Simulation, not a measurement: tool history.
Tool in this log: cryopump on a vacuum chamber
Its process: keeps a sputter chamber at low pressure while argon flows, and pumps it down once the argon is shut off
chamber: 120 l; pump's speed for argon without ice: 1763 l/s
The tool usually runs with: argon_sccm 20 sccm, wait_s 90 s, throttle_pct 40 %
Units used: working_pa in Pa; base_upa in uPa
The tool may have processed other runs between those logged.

run 1 day=0.000 | argon_sccm=20 wait_s=90 throttle_pct=40 | working_pa=0.0502 base_upa=1.77
run 2 day=2.362 | argon_sccm=30 wait_s=90 throttle_pct=40 | working_pa=0.0759 base_upa=1.79
run 3 day=3.667 | argon_sccm=30 wait_s=90 throttle_pct=40 | working_pa=0.0783 base_upa=1.84
run 4 day=6.167 | argon_sccm=20 wait_s=90 throttle_pct=40 | working_pa=0.0519 base_upa=1.98
run 5 day=7.412 | argon_sccm=20 wait_s=90 throttle_pct=40 | working_pa=0.0534 base_upa=2.09
-- day=7.975 leaking fittings of the chamber tightened, without venting
run 6 day=8.662 | argon_sccm=20 wait_s=44 throttle_pct=40 | working_pa=0.0534 base_upa=0.81
run 7 day=10.758 | argon_sccm=21 wait_s=90 throttle_pct=40 | working_pa=0.0565 base_upa=0.60
run 8 day=12.125 | argon_sccm=21 wait_s=90 throttle_pct=40 | working_pa=0.0562 base_upa=0.63
run 9 day=13.575 | argon_sccm=21 wait_s=90 throttle_pct=55 | working_pa=0.0443 base_upa=0.70
run 10 day=15.121 | argon_sccm=21 wait_s=90 throttle_pct=55 | working_pa=0.0462 base_upa=0.71
run 11 day=17.725 | argon_sccm=8 wait_s=244 throttle_pct=40 | working_pa=0.0229 base_upa=0.66
run 12 day=18.958 | argon_sccm=15 wait_s=84 throttle_pct=40 | working_pa=0.0439 base_upa=0.84
-- day=21.271 pump warmed up, emptied and cooled again
run 13 day=21.467 | argon_sccm=9 wait_s=33 throttle_pct=30 | working_pa=0.0292 base_upa=1.22
run 14 day=23.529 | argon_sccm=27 wait_s=40 throttle_pct=15 | working_pa=0.1724 base_upa=1.16
run 15 day=25.683 | argon_sccm=10 wait_s=128 throttle_pct=36 | working_pa=0.0278 base_upa=0.70
run 16 day=26.796 | argon_sccm=20 wait_s=59 throttle_pct=40 | working_pa=0.0481 base_upa=1.02
run 17 day=29.029 | argon_sccm=16 wait_s=126 throttle_pct=40 | working_pa=0.0401 base_upa=0.84
run 18 day=31.483 | argon_sccm=16 wait_s=126 throttle_pct=40 | working_pa=0.0410 base_upa=0.92
run 19 day=33.700 | argon_sccm=16 wait_s=126 throttle_pct=40 | working_pa=0.0412 base_upa=0.98

Some steps in working_pa, run to run, broken into two amounts with sign: the step expected even without the hidden condition (settings, incoming material, random variation), and the rest, left for the hidden condition together with whatever gauge scatter is not in both the measured and the hidden-condition-free result:
Hidden state present: pump's speed, % of a pump's without ice; cold plate's temperature, K; leak into the chamber, uPa l/s; drift of the gauge itself on working_pa, %; drift of the gauge itself on base_upa, %.
Run 12 -> 13: argon_sccm 15 -> 9, wait_s 84 -> 33, throttle_pct 40 -> 30, pump warmed up, emptied and cooled again. working_pa -0.0147 Pa: hidden state -0.0073, all else -0.0074.
Run 14 -> 15: argon_sccm 27 -> 10, wait_s 40 -> 128, throttle_pct 15 -> 36. working_pa -0.1446 Pa: hidden state -0.0003, all else -0.1443.

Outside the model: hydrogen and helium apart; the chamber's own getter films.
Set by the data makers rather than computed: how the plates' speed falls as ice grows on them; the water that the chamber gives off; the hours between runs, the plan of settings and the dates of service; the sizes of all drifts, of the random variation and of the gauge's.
